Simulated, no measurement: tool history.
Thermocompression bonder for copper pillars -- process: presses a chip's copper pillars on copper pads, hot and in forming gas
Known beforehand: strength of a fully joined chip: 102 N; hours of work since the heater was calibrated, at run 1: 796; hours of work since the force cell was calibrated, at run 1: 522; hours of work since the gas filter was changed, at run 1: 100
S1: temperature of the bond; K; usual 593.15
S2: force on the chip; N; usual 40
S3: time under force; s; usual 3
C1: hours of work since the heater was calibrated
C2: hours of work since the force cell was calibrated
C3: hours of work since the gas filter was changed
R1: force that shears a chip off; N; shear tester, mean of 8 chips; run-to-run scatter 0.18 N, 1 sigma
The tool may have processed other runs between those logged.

run,hour,S1,S2,S3,C1,C2,C3,R1
1,0,593.15,40,3,796,522,100,45.5
2,15.7,593.15,40,3,804,529,108,45.1
3,38.4,593.15,40,3,815,541,119,45.3
4,62.2,593.15,40,5,827,553,131,54.1
5,86.1,593.15,40,5,839,565,143,53.9
6,121.2,593.15,40,5,857,582,161,54.1
7,140.7,593.15,40,5,866,592,170,54.3
8,155.2,593.15,40,5,874,599,178,53.6
9,176.5,593.15,40,3,884,610,188,44.8
10,200.5,593.15,40,3,896,622,200,45.3
11,232.8,593.15,40,3,913,638,216,45.3
12,258.1,593.15,40,3,925,651,229,45.3
13,287.3,593.15,40,3,940,665,244,45.2
14,307.7,593.15,40,3,950,676,254,44.9
15,333.7,593.15,40,3,963,689,267,45.1
# hour 350.1: forming gas filter changed
16,356.4,593.15,40,3,974,700,3,46
17,377.4,593.15,40,3,985,710,14,46
18,391.8,593.15,40,3,992,718,21,45.9
19,425,593.15,40,3,1009,734,38,46.2
20,445.7,593.15,40,3,1019,745,48,46
21,462.3,593.15,40,3,1027,753,56,46
22,480.1,603.15,36,7,1036,762,65,62.1
23,511.9,574.15,38,3,1052,778,81,32.9
24,539.9,581.15,40,7,1066,792,95,52.8
25,561.9,581.15,40,7,1077,803,106,53
26,588.6,600.15,37,5,1090,816,119,55
27,609,571.15,40,3,1101,826,130,33.7
28,625,571.15,55,5,1109,834,138,57.1
29,654.7,593.15,59,2,1124,849,153,58.8
30,670.3,569.15,57,6,1131,857,160,60.8
31,687.3,569.15,57,6,1140,866,169,60.5
32,715.6,569.15,57,6,1154,880,183,60.1
33,742.7,593.15,48,3,1168,893,197,55.2
34,767.9,593.15,48,3,1180,906,209,54.5
35,784.8,593.15,48,3,1189,914,218,55.1
36,808.5,604.15,48,4,1201,926,230,66.8
37,835.6,593.15,50,7,1214,940,243,71.9
38,858.5,610.15,59,7,1226,951,255,88
39,892.8,610.15,59,7,1243,968,272,88.4
# hour 901: forming gas filter changed
40,913.4,593.15,35,3,1253,979,6,40.4

Pick out some run-to-run changes in R1. Of each, how much would a tool without hidden state show as well, from the settings, what came in and chance, and how much is left for the hidden state and any gauge scatter not in both results compared?
Hidden state at play: true temperature of the bond over the reading, C; force that reaches the chip, % of what is set; oxide that the forming gas leaves, % of the face; drift of the gauge itself on shear_n, %.
Run 15 -> 16: forming gas filter changed. R1 +0.9 N: hidden state +1.1, all else -0.2.
Run 22 -> 23: S1 603.15 -> 574.15, S2 36 -> 38, S3 7 -> 3. R1 -29.2 N: hidden state -0.3, all else -28.9.
Run 27 -> 28: S2 40 -> 55, S3 3 -> 5. R1 +23.4 N: hidden state +0.5, all else +22.9.
Run 37 -> 38: S1 593.15 -> 610.15, S2 50 -> 59. R1 +16.1 N: hidden state -1.6, all else +17.7.
Run 39 -> 40: S1 610.15 -> 593.15, S2 59 -> 35, S3 7 -> 3, forming gas filter changed. R1 -48 N: hidden state +2.7, all else -50.7.
